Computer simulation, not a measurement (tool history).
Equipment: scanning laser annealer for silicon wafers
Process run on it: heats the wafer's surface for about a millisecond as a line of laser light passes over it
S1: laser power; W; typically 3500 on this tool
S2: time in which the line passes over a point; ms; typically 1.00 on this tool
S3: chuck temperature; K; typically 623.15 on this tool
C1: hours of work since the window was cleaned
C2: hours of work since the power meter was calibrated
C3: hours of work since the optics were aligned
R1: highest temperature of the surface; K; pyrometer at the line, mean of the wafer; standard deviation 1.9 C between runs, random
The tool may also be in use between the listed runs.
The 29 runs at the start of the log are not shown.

Run 30, hour 290.7: usual settings but S1 3306 W, S2 1.17 ms, S3 615.15 K; C1 375; C2 424; C3 1563. Result: R1 1471.15 K.
Run 31, hour 299.3: usual settings but S1 3545 W, S3 599.15 K; C1 380; C2 429; C3 1568. Result: R1 1455.15 K.
Run 32, hour 310.0: usual settings but S1 3545 W, S2 0.90 ms, S3 639.15 K; C1 386; C2 435; C3 1574. Result: R1 1445.15 K.
Run 33, hour 324.0: usual settings but S1 3757 W, S2 0.90 ms, S3 639.15 K; C1 394; C2 442; C3 1581. Result: R1 1504.15 K.
Run 34, hour 330.2: usual settings but S1 3557 W, S2 0.75 ms, S3 588.15 K; C1 397; C2 446; C3 1585. Result: R1 1319.15 K.
Run 35, hour 338.6: usual settings but S1 3362 W, S3 592.15 K; C1 401; C2 450; C3 1589. Result: R1 1394.15 K.
Run 36, hour 346.6: usual settings but S3 593.15 K; C1 406; C2 455; C3 1594. Result: R1 1438.15 K.
Run 37, hour 355.4: usual settings but S1 3428 W, S2 0.99 ms; C1 411; C2 459; C3 1599. Result: R1 1442.15 K.
Run 38, hour 370.7: usual settings but S1 3841 W, S2 0.99 ms, S3 645.15 K; C1 419; C2 468; C3 1607. Result: R1 1588.15 K.
Run 39, hour 382.3: usual settings but S1 3841 W, S2 0.99 ms, S3 645.15 K; C1 425; C2 474; C3 1613. Result: R1 1583.15 K.
Run 40, hour 392.9: usual settings but S2 0.87 ms; C1 431; C2 480; C3 1619. Result: R1 1401.15 K.

What if the next run were any one of these 5? Each begins from the tool's condition after run 40:
Run A, hour 403.7: usual settings but S1 3238 W, S2 0.75 ms; C1 437; C2 486; C3 1625. Result: R1 ?.
Run B, hour 403.7: usual settings but S2 1.16 ms; C1 437; C2 486; C3 1625. Result: R1 ?.
Run C, hour 403.7: usual settings but S1 3065 W, S2 0.98 ms; C1 437; C2 486; C3 1625. Result: R1 ?.
Run D, hour 403.7: usual settings but S3 610.15 K; C1 437; C2 486; C3 1625. Result: R1 ?.
Run E, hour 403.7: usual settings but S1 3373 W, S2 0.88 ms; C1 437; C2 486; C3 1625. Result: R1 ?.

run       R1
  A  1278.15
  B  1536.15
  C  1327.15
  D  1451.15
  E  1369.15
Had the tool no hidden state, the same runs would have come out as:
run       R1
  A  1278.15
  B  1537.15
  C  1328.15
  D  1452.15
  E  1370.15

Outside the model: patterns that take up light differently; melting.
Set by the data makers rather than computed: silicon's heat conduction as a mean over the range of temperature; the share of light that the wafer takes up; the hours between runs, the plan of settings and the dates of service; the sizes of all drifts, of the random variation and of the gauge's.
